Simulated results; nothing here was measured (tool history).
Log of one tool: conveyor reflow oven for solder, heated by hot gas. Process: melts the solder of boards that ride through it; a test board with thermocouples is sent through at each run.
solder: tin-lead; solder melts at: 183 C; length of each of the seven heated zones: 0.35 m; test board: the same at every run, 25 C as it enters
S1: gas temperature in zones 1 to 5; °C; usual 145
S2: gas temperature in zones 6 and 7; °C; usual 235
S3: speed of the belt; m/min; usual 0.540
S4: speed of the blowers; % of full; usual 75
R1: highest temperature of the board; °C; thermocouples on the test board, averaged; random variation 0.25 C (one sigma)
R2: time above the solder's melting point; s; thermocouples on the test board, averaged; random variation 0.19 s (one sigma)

| run | hour | S1 | S2 | S3 | S4 | R1 | R2 |
|---|---|---|---|---|---|---|---|
| 1 | 0.0 | 145 | 235 | 0.540 | 75 | 223.7 | 66.1 |
| 2 | 13.1 | 145 | 232 | 0.540 | 75 | 221.0 | 64.4 |
| 3 | 20.4 | 145 | 235 | 0.540 | 75 | 223.2 | 66.3 |
| 4 | 30.7 | 145 | 235 | 0.540 | 75 | 223.4 | 65.9 |
| 5 | 36.5 | 145 | 235 | 0.540 | 75 | 223.4 | 65.7 |
| 6 | 48.6 | 145 | 235 | 0.540 | 75 | 223.1 | 65.8 |
| 7 | 56.6 | 145 | 235 | 0.540 | 75 | 223.6 | 65.8 |
| 8 | 65.0 | 145 | 235 | 0.540 | 75 | 223.3 | 66.1 |
| 9 | 76.5 | 145 | 235 | 0.591 | 75 | 221.1 | 58.1 |
| 10 | 86.0 | 145 | 235 | 0.591 | 75 | 220.8 | 58.5 |
|  | 92.1 | flux residue cleaned out of gas plates and filters |
| 11 | 101.7 | 145 | 235 | 0.591 | 75 | 220.5 | 58.2 |
| 12 | 113.1 | 145 | 235 | 0.591 | 75 | 220.7 | 58.1 |
| 13 | 124.4 | 145 | 235 | 0.591 | 75 | 220.9 | 58.4 |
| 14 | 136.4 | 145 | 235 | 0.591 | 75 | 220.9 | 58.2 |
|  | 148.1 | flux residue cleaned out of gas plates and filters, once more |
| 15 | 148.1 | 145 | 235 | 0.591 | 75 | 221.8 | 59.0 |
| 16 | 156.5 | 145 | 226 | 0.540 | 58 | 211.8 | 56.3 |
| 17 | 169.9 | 145 | 226 | 0.540 | 58 | 211.4 | 56.6 |
| 18 | 183.5 | 145 | 226 | 0.540 | 58 | 211.8 | 56.4 |
| 19 | 192.9 | 145 | 235 | 0.540 | 63 | 221.3 | 63.6 |
| 20 | 207.1 | 157 | 235 | 0.466 | 75 | 228.4 | 85.8 |
| 21 | 219.4 | 157 | 235 | 0.466 | 75 | 228.8 | 85.6 |
| 22 | 231.6 | 157 | 235 | 0.466 | 75 | 228.8 | 85.7 |
| 23 | 245.3 | 157 | 235 | 0.641 | 75 | 221.2 | 58.6 |
| 24 | 254.3 | 157 | 224 | 0.641 | 51 | 205.0 | 43.9 |
| 25 | 261.7 | 157 | 225 | 0.641 | 51 | 205.7 | 44.8 |
| 26 | 270.9 | 139 | 235 | 0.441 | 75 | 228.2 | 82.7 |

Run 27 comes next. What will it give?
| 27 | 282.5 | 138 | 235 | 0.456 | 75 | ? | ? |

R1: 227.8 °C
R2: 78.7 s
Without the tool's hidden state the same run would have given R1 227.3 °C, R2 78.1 s.
